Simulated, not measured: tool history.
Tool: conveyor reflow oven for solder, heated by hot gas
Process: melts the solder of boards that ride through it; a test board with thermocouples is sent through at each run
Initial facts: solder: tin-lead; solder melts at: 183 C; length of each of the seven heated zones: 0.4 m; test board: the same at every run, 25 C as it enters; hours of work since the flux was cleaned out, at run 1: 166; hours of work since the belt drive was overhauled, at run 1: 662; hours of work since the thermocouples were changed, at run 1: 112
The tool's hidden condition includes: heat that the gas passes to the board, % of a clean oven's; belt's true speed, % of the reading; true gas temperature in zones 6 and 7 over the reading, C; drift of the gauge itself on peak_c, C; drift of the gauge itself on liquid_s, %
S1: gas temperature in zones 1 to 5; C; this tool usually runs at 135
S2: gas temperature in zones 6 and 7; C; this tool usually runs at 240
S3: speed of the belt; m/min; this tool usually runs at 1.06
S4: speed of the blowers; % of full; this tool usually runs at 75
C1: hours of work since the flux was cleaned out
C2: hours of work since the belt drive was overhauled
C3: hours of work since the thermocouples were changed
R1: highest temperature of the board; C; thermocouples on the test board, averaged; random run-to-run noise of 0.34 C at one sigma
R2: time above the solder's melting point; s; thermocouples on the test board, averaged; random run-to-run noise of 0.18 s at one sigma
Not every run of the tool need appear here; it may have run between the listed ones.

run     day   S1   S2    S3  S4   C1   C2   C3     R1    R2
  1       0  135  240  1.06  75  166  662  112  220.5  34.7
  2   0.367  135  240  1.06  75  172  668  118  220.5  34.2
  3   0.638  147  240  1.06  75  176  672  123  222.4    38
  4   0.867  147  240  1.06  75  180  676  126  222.5  37.8
  5   1.158  135  240  1.06  75  185  681  131  220.6  34.3
  6   1.671  135  246  1.06  75  193  689  140  225.4  36.5
  7   1.971  128  246  1.06  75  198  694  145  223.6  34.7
  8   2.254  128  246  1.06  63  203  699  149  221.1  33.5
  9    2.65  135  240  1.06  75  209  705  156  220.4  34.4
 10   3.162  135  231  1.06  75  218  714  164  212.4  30.9
 11   3.512  135  231  1.06  75  224  719  170  212.2  30.9
 12    3.75  128  240  1.06  75  227  723  174  219.2  32.5
 13   4.167  128  240  1.06  75  234  730  181    219  32.4
 14   4.483  128  240  1.06  75  240  735  186  219.4  32.2
 15   4.992  128  240  1.06  75  248  744  194  219.1  32.2
 16   5.492  128  240  1.06  75  256  752  203    219  32.5
 17   5.742  127  246  1.03  75  260  756  207  224.5  35.6
 18   6.188  121  239  1.16  75  268  763  214  212.8  25.4
 19   6.488  137  243  0.97  75  273  768  219  226.6  40.6
      6.971  -- flux residue cleaned out of gas plates and filters
 20   7.096  135  233  1.06  75    2  775  226  214.9  31.8
 21   7.417  135  233  1.06  75    7  780  231  214.8  31.4
 22   7.696  128  233  0.87  75   12  785  235  219.6    41
 23   7.983  122  238  1.06  75   17  790  240  216.5  30.2
 24     8.5  127  240  0.89  69   25  798  249  223.4  41.3
 25   8.921  127  240  0.89  69   32  805  256  223.7  41.5
 26   9.171  127  240  0.89  69   36  809  260  224.1  41.6
 27   9.521  127  240  0.89  69   42  815  265  223.6  41.4
 28   9.754  134  235  1.06  57   46  819  269  211.7  29.8
 29  10.217  149  235  1.06  75   53  826  277    218  36.8
 30  10.708  125  228  0.91  75   62  834  285  212.8  35.4
 31  11.046  135  240  1.06  75   67  840  291  220.1  34.6
 32  11.538  135  240  0.99  68   75  848  299  222.1  37.5

Entry by entry between the runs, the difference in hidden state between the last listed run before and the first listed run after:
From run 19 to run 20: flux residue cleaned out of gas plates and filters (day 6.971)
  heat that the gas passes to the board, % of a clean oven's: 99.6 -> 99.9
